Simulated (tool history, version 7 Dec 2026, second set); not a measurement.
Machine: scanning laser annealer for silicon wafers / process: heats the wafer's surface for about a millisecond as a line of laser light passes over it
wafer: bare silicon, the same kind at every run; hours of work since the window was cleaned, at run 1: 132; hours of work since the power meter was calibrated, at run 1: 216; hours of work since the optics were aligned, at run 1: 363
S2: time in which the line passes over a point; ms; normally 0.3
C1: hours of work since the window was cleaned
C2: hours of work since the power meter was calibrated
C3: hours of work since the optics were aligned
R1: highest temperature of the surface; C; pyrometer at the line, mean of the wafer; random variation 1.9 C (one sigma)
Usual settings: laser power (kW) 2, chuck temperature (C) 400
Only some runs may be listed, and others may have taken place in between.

{"run": 1, "hour": 0.0, "laser power (kW)": 2, "S2": 0.3, "chuck temperature (C)": 400, "C1": 132, "C2": 216, "C3": 363, "R1": 1120}
{"run": 2, "hour": 5.5, "laser power (kW)": 2.151, "S2": 0.3, "chuck temperature (C)": 400, "C1": 135, "C2": 219, "C3": 367, "R1": 1180}
{"run": 3, "hour": 13.1, "laser power (kW)": 2.151, "S2": 0.3, "chuck temperature (C)": 400, "C1": 139, "C2": 223, "C3": 371, "R1": 1181}
{"run": 4, "hour": 22.5, "laser power (kW)": 2.151, "S2": 0.3, "chuck temperature (C)": 400, "C1": 145, "C2": 229, "C3": 376, "R1": 1179}
{"run": 5, "hour": 30.3, "laser power (kW)": 2.151, "S2": 0.3, "chuck temperature (C)": 400, "C1": 149, "C2": 233, "C3": 381, "R1": 1184}
{"run": 6, "hour": 38.5, "laser power (kW)": 2.151, "S2": 0.3, "chuck temperature (C)": 400, "C1": 154, "C2": 238, "C3": 385, "R1": 1175}
{"run": 7, "hour": 45.3, "laser power (kW)": 2.151, "S2": 0.3, "chuck temperature (C)": 400, "C1": 158, "C2": 242, "C3": 389, "R1": 1180}
{"run": 8, "hour": 50.8, "laser power (kW)": 2.151, "S2": 0.3, "chuck temperature (C)": 400, "C1": 161, "C2": 245, "C3": 392, "R1": 1175}
{"run": 9, "hour": 56.6, "laser power (kW)": 2.151, "S2": 0.3, "chuck temperature (C)": 400, "C1": 164, "C2": 248, "C3": 396, "R1": 1176}
{"run": 10, "hour": 63.4, "laser power (kW)": 2.151, "S2": 0.247, "chuck temperature (C)": 400, "C1": 168, "C2": 252, "C3": 400, "R1": 1109}
{"run": 11, "hour": 71.5, "laser power (kW)": 2.151, "S2": 0.247, "chuck temperature (C)": 400, "C1": 173, "C2": 257, "C3": 404, "R1": 1108}
{"run": 12, "hour": 82.2, "laser power (kW)": 2.151, "S2": 0.247, "chuck temperature (C)": 400, "C1": 179, "C2": 263, "C3": 410, "R1": 1101}
{"run": 13, "hour": 88.7, "laser power (kW)": 1.857, "S2": 0.3, "chuck temperature (C)": 400, "C1": 183, "C2": 266, "C3": 414, "R1": 1063}
{"run": 14, "hour": 97.0, "laser power (kW)": 2, "S2": 0.3, "chuck temperature (C)": 400, "C1": 187, "C2": 271, "C3": 419, "R1": 1117}
{"run": 15, "hour": 105.2, "laser power (kW)": 2.026, "S2": 0.229, "chuck temperature (C)": 423, "C1": 192, "C2": 276, "C3": 424, "R1": 1061}
{"run": 16, "hour": 117.9, "laser power (kW)": 2.081, "S2": 0.229, "chuck temperature (C)": 373, "C1": 199, "C2": 283, "C3": 431, "R1": 1029}
{"run": 17, "hour": 130.8, "laser power (kW)": 2.081, "S2": 0.229, "chuck temperature (C)": 373, "C1": 207, "C2": 290, "C3": 438, "R1": 1028}
{"run": 18, "hour": 138.9, "laser power (kW)": 1.764, "S2": 0.338, "chuck temperature (C)": 373, "C1": 212, "C2": 295, "C3": 443, "R1": 1033}
{"run": 19, "hour": 149.9, "laser power (kW)": 1.764, "S2": 0.338, "chuck temperature (C)": 373, "C1": 218, "C2": 301, "C3": 449, "R1": 1034}
{"run": 20, "hour": 157.1, "laser power (kW)": 1.764, "S2": 0.338, "chuck temperature (C)": 362, "C1": 222, "C2": 305, "C3": 453, "R1": 1024}
{"hour": 163.3, "done": "optics aligned, line set to its width"}
{"run": 21, "hour": 169.3, "laser power (kW)": 1.715, "S2": 0.353, "chuck temperature (C)": 399, "C1": 226, "C2": 310, "C3": 3, "R1": 1048}
{"run": 22, "hour": 179.9, "laser power (kW)": 1.899, "S2": 0.293, "chuck temperature (C)": 401, "C1": 232, "C2": 316, "C3": 10, "R1": 1063}
{"run": 23, "hour": 192.2, "laser power (kW)": 2.028, "S2": 0.26, "chuck temperature (C)": 427, "C1": 239, "C2": 323, "C3": 17, "R1": 1098}
{"run": 24, "hour": 201.5, "laser power (kW)": 2.028, "S2": 0.26, "chuck temperature (C)": 427, "C1": 244, "C2": 328, "C3": 22, "R1": 1102}
{"run": 25, "hour": 208.5, "laser power (kW)": 1.777, "S2": 0.354, "chuck temperature (C)": 393, "C1": 248, "C2": 332, "C3": 26, "R1": 1069}
{"run": 26, "hour": 214.0, "laser power (kW)": 1.777, "S2": 0.354, "chuck temperature (C)": 393, "C1": 252, "C2": 335, "C3": 29, "R1": 1067}
{"run": 27, "hour": 222.3, "laser power (kW)": 2.08, "S2": 0.344, "chuck temperature (C)": 404, "C1": 256, "C2": 340, "C3": 34, "R1": 1195}
{"hour": 229.1, "done": "optics aligned, line set to its width, once more"}
{"run": 28, "hour": 234.3, "laser power (kW)": 2.193, "S2": 0.377, "chuck temperature (C)": 400, "C1": 260, "C2": 344, "C3": 3, "R1": 1293}

Each row is a separate what-if for the run after 28, all from the same tool condition, not one after another. Results?
{"run": "A", "hour": 243.8, "laser power (kW)": 1.793, "S2": 0.377, "chuck temperature (C)": 389, "C1": 266, "C2": 349, "C3": 8, "R1": "?"}
{"run": "B", "hour": 243.8, "laser power (kW)": 1.734, "S2": 0.301, "chuck temperature (C)": 400, "C1": 266, "C2": 349, "C3": 8, "R1": "?"}
{"run": "C", "hour": 243.8, "laser power (kW)": 2.002, "S2": 0.377, "chuck temperature (C)": 392, "C1": 266, "C2": 349, "C3": 8, "R1": "?"}
{"run": "D", "hour": 243.8, "laser power (kW)": 1.871, "S2": 0.351, "chuck temperature (C)": 432, "C1": 266, "C2": 349, "C3": 8, "R1": "?"}

run=A R1=1105
run=B R1=1017
run=C R1=1198
run=D R1=1156
With no hidden state in the tool, these same runs would have given:
run=A R1=1125
run=B R1=1034
run=C R1=1221
run=D R1=1176

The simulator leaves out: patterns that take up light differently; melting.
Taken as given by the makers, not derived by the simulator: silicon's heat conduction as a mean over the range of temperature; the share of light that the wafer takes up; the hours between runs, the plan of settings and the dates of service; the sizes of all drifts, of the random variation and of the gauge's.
